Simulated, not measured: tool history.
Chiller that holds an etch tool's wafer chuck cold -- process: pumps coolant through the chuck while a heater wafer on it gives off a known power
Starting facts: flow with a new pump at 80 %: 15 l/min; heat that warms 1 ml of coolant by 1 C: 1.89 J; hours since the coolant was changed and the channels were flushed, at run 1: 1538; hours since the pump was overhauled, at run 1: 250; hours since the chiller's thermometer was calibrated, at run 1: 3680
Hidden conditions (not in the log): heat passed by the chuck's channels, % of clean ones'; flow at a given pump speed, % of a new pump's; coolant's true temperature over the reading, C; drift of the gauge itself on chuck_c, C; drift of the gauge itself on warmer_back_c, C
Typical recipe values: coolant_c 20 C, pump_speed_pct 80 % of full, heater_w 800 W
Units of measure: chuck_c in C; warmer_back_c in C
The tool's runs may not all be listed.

run,day,coolant_c,pump_speed_pct,heater_w,hours since the coolant was changed and the channels were flushed,hours since the pump was overhauled,hours since the chiller's thermometer was calibrated,chuck_c,warmer_back_c
1,0,20,80,800,1538,250,3680,29.4,1.67
2,1.921,20,80,800,1584,296,3726,29.4,1.7
3,3.062,20,80,800,1611,324,3753,29.3,1.69
4,4.862,20,80,800,1654,367,3796,29.3,1.69
5,6.738,20,80,800,1699,412,3841,29.5,1.71
6,8.438,20,80,800,1740,453,3882,29.5,1.7
7,9.917,20,80,617,1775,488,3918,27.4,1.31
8,11.388,20,80,617,1811,524,3953,27.4,1.3
9,12.862,20,80,617,1846,559,3988,27.6,1.29
10,14.638,20,80,800,1889,602,4031,29.3,1.65
11,16.729,20,80,800,1939,652,4081,29.4,1.7
12,18.812,20,80,800,1989,702,4131,29.5,1.7
13,20.383,20,80,800,2027,739,4169,29.4,1.71
14,21.304,20,80,800,2049,762,4191,29.2,1.68
15,22.333,20,80,800,2074,786,4216,29.3,1.7
16,24.421,11,80,800,2124,836,4266,20.5,1.68
17,25.5,24,80,683,2150,862,4292,31.9,1.45
18,27.071,24,80,683,2187,900,4329,32,1.46
19,28.062,24,80,683,2211,924,4353,32.1,1.44
20,29.196,14,73,800,2238,951,4380,24,1.87
21,31.229,13,86,831,2287,1000,4429,22.4,1.63
22,32.588,13,61,800,2320,1032,4462,24.2,2.21
23,34.35,22,75,1100,2362,1075,4504,35.4,2.48
24,36.375,24,75,608,2410,1123,4552,31.4,1.36
25,37.212,12,82,412,2431,1143,4573,16.8,0.85
26,39.104,11,61,779,2476,1189,4618,21.6,2.13
27,41.167,21,90,1023,2525,1238,4668,32.3,1.97
28,42.833,16,99,486,2565,1278,4708,21.1,0.84
29,44.771,16,99,486,2612,1325,4754,20.8,0.83
30,45.804,10,80,986,2637,1350,4779,21.6,2.09
31,46.867,16,71,648,2662,1375,4804,24.2,1.53

Here are 3 independent what-if runs from the current tool condition. What would each one return?
A,48.738,12,93,523,2707,1420,4849,?,?
B,48.738,10,70,506,2707,1420,4849,?,?
C,48.738,16,71,973,2707,1420,4849,?,?

run,chuck_c,warmer_back_c
A,17.9,0.98
B,16.3,1.2
C,28.3,2.31
Take away the tool's hidden state, keep each run's random variation, and the runs would have read:
run,chuck_c,warmer_back_c
A,17.9,0.98
B,16.3,1.2
C,28.3,2.31
